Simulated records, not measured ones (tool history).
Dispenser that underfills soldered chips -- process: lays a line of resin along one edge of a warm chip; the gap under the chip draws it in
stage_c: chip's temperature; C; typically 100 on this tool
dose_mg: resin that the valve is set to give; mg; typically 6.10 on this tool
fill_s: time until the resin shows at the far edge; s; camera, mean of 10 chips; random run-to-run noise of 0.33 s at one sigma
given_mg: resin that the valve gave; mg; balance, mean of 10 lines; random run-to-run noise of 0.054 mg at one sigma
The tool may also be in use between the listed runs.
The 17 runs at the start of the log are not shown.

run 18 hour=68.4 | stage_c=100 dose_mg=6.10 | fill_s=18.8 given_mg=5.72
run 19 hour=71.2 | stage_c=100 dose_mg=6.10 | fill_s=20.3 given_mg=5.86
-- hour=74.0 new syringe of resin
run 20 hour=74.7 | stage_c=92 dose_mg=6.17 | fill_s=19.0 given_mg=5.90
run 21 hour=80.0 | stage_c=92 dose_mg=6.17 | fill_s=22.1 given_mg=5.81
run 22 hour=85.4 | stage_c=97 dose_mg=7.24 | fill_s=21.2 given_mg=6.78
-- hour=89.4 new syringe of resin
run 23 hour=89.5 | stage_c=102 dose_mg=5.27 | fill_s=13.4 given_mg=4.97
run 24 hour=93.6 | stage_c=111 dose_mg=5.93 | fill_s=10.7 given_mg=5.51
run 25 hour=97.4 | stage_c=110 dose_mg=5.64 | fill_s=12.4 given_mg=5.26
run 26 hour=101.4 | stage_c=100 dose_mg=6.51 | fill_s=19.8 given_mg=6.00
run 27 hour=104.2 | stage_c=109 dose_mg=7.17 | fill_s=15.7 given_mg=6.68
-- hour=105.0 new syringe of resin
run 28 hour=107.8 | stage_c=107 dose_mg=7.17 | fill_s=11.6 given_mg=6.62
run 29 hour=111.7 | stage_c=93 dose_mg=6.86 | fill_s=22.4 given_mg=6.36
run 30 hour=114.9 | stage_c=105 dose_mg=7.63 | fill_s=15.4 given_mg=7.02
-- hour=117.3 dispensing valve cleaned and set on the balance
run 31 hour=120.0 | stage_c=105 dose_mg=7.63 | fill_s=18.0 given_mg=7.68
-- hour=121.5 new syringe of resin
run 32 hour=124.1 | stage_c=100 dose_mg=7.14 | fill_s=14.4 given_mg=7.10
run 33 hour=127.3 | stage_c=100 dose_mg=7.14 | fill_s=15.6 given_mg=7.11
run 34 hour=131.7 | stage_c=112 dose_mg=6.01 | fill_s=13.0 given_mg=5.92
run 35 hour=135.4 | stage_c=95 dose_mg=7.54 | fill_s=24.7 given_mg=7.43
-- hour=137.1 new syringe of resin
run 36 hour=140.4 | stage_c=95 dose_mg=7.54 | fill_s=17.3 given_mg=7.34
run 37 hour=144.1 | stage_c=95 dose_mg=7.54 | fill_s=19.0 given_mg=7.34

Branching from run 37: 3 alternative next runs. What would each branch give?
run A hour=146.4 | stage_c=95 dose_mg=5.95 | fill_s=? given_mg=?
run B hour=146.4 | stage_c=109 dose_mg=5.29 | fill_s=? given_mg=?
run C hour=146.4 | stage_c=107 dose_mg=6.10 | fill_s=? given_mg=?

run=A fill_s=21.8 given_mg=5.87
run=B fill_s=13.4 given_mg=5.22
run=C fill_s=14.1 given_mg=6.05
Without the tool's hidden state the same runs would have given:
run=A fill_s=17.1 given_mg=5.98
run=B fill_s=10.4 given_mg=5.31
run=C fill_s=11.0 given_mg=6.16
